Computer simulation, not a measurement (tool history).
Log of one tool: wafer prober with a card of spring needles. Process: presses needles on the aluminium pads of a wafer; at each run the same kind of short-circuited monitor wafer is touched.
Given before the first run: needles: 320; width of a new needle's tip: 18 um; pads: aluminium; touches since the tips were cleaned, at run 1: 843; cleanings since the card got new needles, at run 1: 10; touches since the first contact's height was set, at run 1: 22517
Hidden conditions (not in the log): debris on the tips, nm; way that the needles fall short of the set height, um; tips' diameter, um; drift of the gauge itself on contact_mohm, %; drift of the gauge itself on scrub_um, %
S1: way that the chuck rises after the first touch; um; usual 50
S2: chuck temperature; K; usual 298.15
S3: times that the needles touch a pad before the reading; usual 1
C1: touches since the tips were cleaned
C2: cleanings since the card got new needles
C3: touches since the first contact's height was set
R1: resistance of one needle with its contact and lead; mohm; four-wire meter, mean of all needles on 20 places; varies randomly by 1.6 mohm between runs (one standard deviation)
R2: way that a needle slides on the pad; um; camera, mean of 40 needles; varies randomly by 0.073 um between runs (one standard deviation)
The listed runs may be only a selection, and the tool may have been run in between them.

run	hour	S1	S2	S3	C1	C2	C3	R1	R2
1	0	50	298.15	1	843	10	22517	230	6.34
# hour 3: tips cleaned on abrasive film
# hour 8.3: tips cleaned on abrasive film
# hour 13.3: tips cleaned on abrasive film
# hour 18.6: tips cleaned on abrasive film
2	18.8	50	298.15	1	105	14	30628	168	6.31
# hour 23.8: tips cleaned on abrasive film
# hour 29.1: tips cleaned on abrasive film
3	30.3	50	298.15	1	506	16	35598	212	6.29
# hour 34.4: tips cleaned on abrasive film
# hour 39.6: tips cleaned on abrasive film
# hour 44.9: tips cleaned on abrasive film
4	45.4	50	298.15	1	217	19	42139	186	6.23
# hour 49.7: tips cleaned on abrasive film
# hour 54.6: tips cleaned on abrasive film
# hour 59.7: tips cleaned on abrasive film
# hour 64.1: tips cleaned on abrasive film
5	64.1	50	298.15	1	0	23	50237	164	6.33
# hour 69.1: tips cleaned on abrasive film
# hour 74.3: tips cleaned on abrasive film
# hour 78.6: tips cleaned on abrasive film
# hour 83.4: tips cleaned on abrasive film
6	83.4	50	298.15	1	0	27	58556	165	6.21
# hour 84.4: tips cleaned on abrasive film, once more
# hour 89.7: tips cleaned on abrasive film
7	93.7	50	298.15	1	1774	29	63018	295	6.28
# hour 94.8: tips cleaned on abrasive film
# hour 99.9: tips cleaned on abrasive film
# hour 104.9: tips cleaned on abrasive film
# hour 110: tips cleaned on abrasive film
8	113.7	50	298.15	1	1636	33	71670	272	6.25
# hour 114.9: tips cleaned on abrasive film
# hour 120.1: tips cleaned on abrasive film
# hour 125: tips cleaned on abrasive film
9	127.2	50	298.15	2	972	36	77495	211	6.28
# hour 130.3: tips cleaned on abrasive film
# hour 135.5: tips cleaned on abrasive film
10	136.5	50	298.15	2	426	38	81469	183	6.13
# hour 140.7: tips cleaned on abrasive film
# hour 145.9: tips cleaned on abrasive film
11	146.3	50	298.15	2	170	40	85716	172	6.1
# hour 150.5: tips cleaned on abrasive film
# hour 155.4: tips cleaned on abrasive film
12	157.6	50	378.15	1	964	42	90619	255	6.11
# hour 159.8: tips cleaned on abrasive film
# hour 164.5: tips cleaned on abrasive film
# hour 169.6: tips cleaned on abrasive film
13	172.4	50	298.15	1	1228	45	97017	269	5.92
# hour 174.6: tips cleaned on abrasive film
# hour 179.9: tips cleaned on abrasive film
14	182.2	50	298.15	1	1024	47	101263	269	6.02
# hour 184.3: tips cleaned on abrasive film
# hour 189.3: tips cleaned on abrasive film
15	192.2	50	298.15	1	1265	49	105554	275	5.85
# hour 194.3: tips cleaned on abrasive film
# hour 199.6: tips cleaned on abrasive film
# hour 204.6: tips cleaned on abrasive film
16	207.2	50	298.15	1	1144	52	112068	266	5.93
# hour 209.2: tips cleaned on abrasive film
# hour 214.4: tips cleaned on abrasive film
17	217.9	67	309.15	2	1537	54	116675	193	8
# hour 219: tips cleaned on abrasive film
# hour 224.1: tips cleaned on abrasive film
# hour 229.2: tips cleaned on abrasive film
# hour 234.3: tips cleaned on abrasive film
18	235.7	40	376.15	3	593	58	124350	217	4.64
# hour 238.7: tips cleaned on abrasive film
# hour 243.9: tips cleaned on abrasive film
# hour 249.2: tips cleaned on abrasive film
19	253.2	62	319.15	2	1780	61	131939	217	7.32
# hour 254.1: tips cleaned on abrasive film
# hour 259.2: tips cleaned on abrasive film
# hour 264.5: tips cleaned on abrasive film
20	265.1	54	298.15	2	268	64	137056	175	6.54
# hour 269.2: tips cleaned on abrasive film
# hour 274: tips cleaned on abrasive film
21	275.4	50	340.15	2	610	66	141518	205	5.85
# hour 278.5: tips cleaned on abrasive film
# hour 283.5: tips cleaned on abrasive film
# hour 288.5: tips cleaned on abrasive film
# hour 293.2: tips cleaned on abrasive film
22	293.2	50	340.15	2	0	70	149211	176	5.69
# hour 298.5: tips cleaned on abrasive film
# hour 303.8: tips cleaned on abrasive film
23	307.7	33	338.15	1	1743	72	155500	549	3.55
# hour 308.8: tips cleaned on abrasive film
# hour 313.7: tips cleaned on abrasive film
# hour 318.8: tips cleaned on abrasive film
# hour 324.2: tips cleaned on abrasive film
24	325.6	60	298.15	2	635	76	163214	187	7.12
# hour 328.6: tips cleaned on abrasive film
# hour 333.8: tips cleaned on abrasive film
25	334.2	60	310.15	3	179	78	166924	166	7.04
# hour 339.1: tips cleaned on abrasive film
# hour 344.4: tips cleaned on abrasive film
26	345.1	69	325.15	2	321	80	171635	170	8.2
# hour 349.3: tips cleaned on abrasive film
# hour 354.2: tips cleaned on abrasive film
# hour 358.6: tips cleaned on abrasive film
27	358.6	69	303.15	1	0	83	177484	163	8.1
# hour 363.8: tips cleaned on abrasive film
# hour 368.9: tips cleaned on abrasive film
# hour 373.8: tips cleaned on abrasive film
28	373.8	40	298.15	2	0	86	184044	180	4.25
# hour 379: tips cleaned on abrasive film
# hour 384.3: tips cleaned on abrasive film
# hour 389.6: tips cleaned on abrasive film
29	390.6	40	298.15	2	431	89	191293	232	4.3

3 ways to go on from here, each from the tool as it stands after run 29. What would each give?
# hour 394.6: tips cleaned on abrasive film
# hour 399.6: tips cleaned on abrasive film
# hour 405: tips cleaned on abrasive film
A	407.5	50	298.15	3	1139	92	198656	?	?
# hour 394.6: tips cleaned on abrasive film
# hour 399.6: tips cleaned on abrasive film
# hour 405: tips cleaned on abrasive film
B	407.5	37	396.15	2	1139	92	198656	?	?
# hour 394.6: tips cleaned on abrasive film
# hour 399.6: tips cleaned on abrasive film
# hour 405: tips cleaned on abrasive film
C	407.5	33	312.15	1	1139	92	198656	?	?

run	R1	R2
A	207	5.59
B	321	4.04
C	499	3.35
Without the tool's hidden state the same runs would have given:
run	R1	R2
A	155	6.44
B	181	4.9
C	167	4.2
